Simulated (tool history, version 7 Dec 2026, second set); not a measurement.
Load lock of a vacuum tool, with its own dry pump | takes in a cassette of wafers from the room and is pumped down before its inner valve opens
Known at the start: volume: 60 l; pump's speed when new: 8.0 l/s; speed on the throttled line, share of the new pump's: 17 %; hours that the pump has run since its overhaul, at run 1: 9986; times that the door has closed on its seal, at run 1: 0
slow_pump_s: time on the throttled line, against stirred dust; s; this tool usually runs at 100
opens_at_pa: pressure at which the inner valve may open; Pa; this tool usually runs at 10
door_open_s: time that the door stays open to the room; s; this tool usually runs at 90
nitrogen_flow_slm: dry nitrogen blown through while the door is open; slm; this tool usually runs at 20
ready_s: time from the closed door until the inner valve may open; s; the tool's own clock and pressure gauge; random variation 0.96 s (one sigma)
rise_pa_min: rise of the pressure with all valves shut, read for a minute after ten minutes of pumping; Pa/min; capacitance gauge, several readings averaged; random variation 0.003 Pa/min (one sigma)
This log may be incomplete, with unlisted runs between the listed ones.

run,day,slow_pump_s,opens_at_pa,door_open_s,nitrogen_flow_slm,hours that the pump has run since its overhaul,times that the door has closed on its seal,"incoming humidity of the room's air, %",ready_s,rise_pa_min
1,0.000,100,10,90,20,9986,0,47.2,153.7,0.051
2,14.817,100,10,75,20,10342,1644,43.2,152.6,0.045
3,30.238,100,10,75,20,10712,3355,46.5,153.1,0.050
4,38.692,100,10,85,20,10915,4293,46.5,151.3,0.052
5,52.788,100,10,85,20,11253,5857,43.6,153.8,0.050
6,66.408,100,10,85,20,11580,7368,46.8,153.8,0.049
7,75.125,100,10,85,20,11789,8335,44.2,152.6,0.051
8,87.371,100,18,90,20,12083,9694,45.7,147.3,0.051
9,95.879,100,10,90,20,12287,10637,45.3,153.9,0.051
10,103.567,100,10,90,20,12472,11490,47.7,152.8,0.049
11,118.729,100,10,90,20,12836,13173,44.7,151.8,0.050
12,125.925,100,10,90,20,13008,13971,44.7,153.5,0.050
13,141.625,198,10,90,20,13385,15713,43.5,236.9,0.049
14,148.271,198,10,90,20,13545,16450,48.2,233.0,0.055
15,163.550,198,10,90,20,13911,18145,46.6,232.6,0.054
16,171.229,100,10,90,20,14096,18997,43.9,152.2,0.047
17,186.229,100,10,90,20,14456,20661,46.7,152.7,0.053
# day 194.200: dry pump taken out, an overhauled one fitted
18,201.779,100,10,90,20,182,22358,47.9,152.1,0.052
19,213.112,100,10,58,34,454,23616,45.3,154.6,0.028
20,225.333,69,8,90,41,747,24971,45.9,128.9,0.038

Forecast run 21:
21,237.746,68,17,28,8,1045,26349,44.6,?,?

Run 21 produced ready_s 121.3 s, rise_pa_min 0.026 Pa/min.
On a tool with no hidden condition, and with the same random variation, this run would have come out at ready_s 121.3 s, rise_pa_min 0.025 Pa/min.
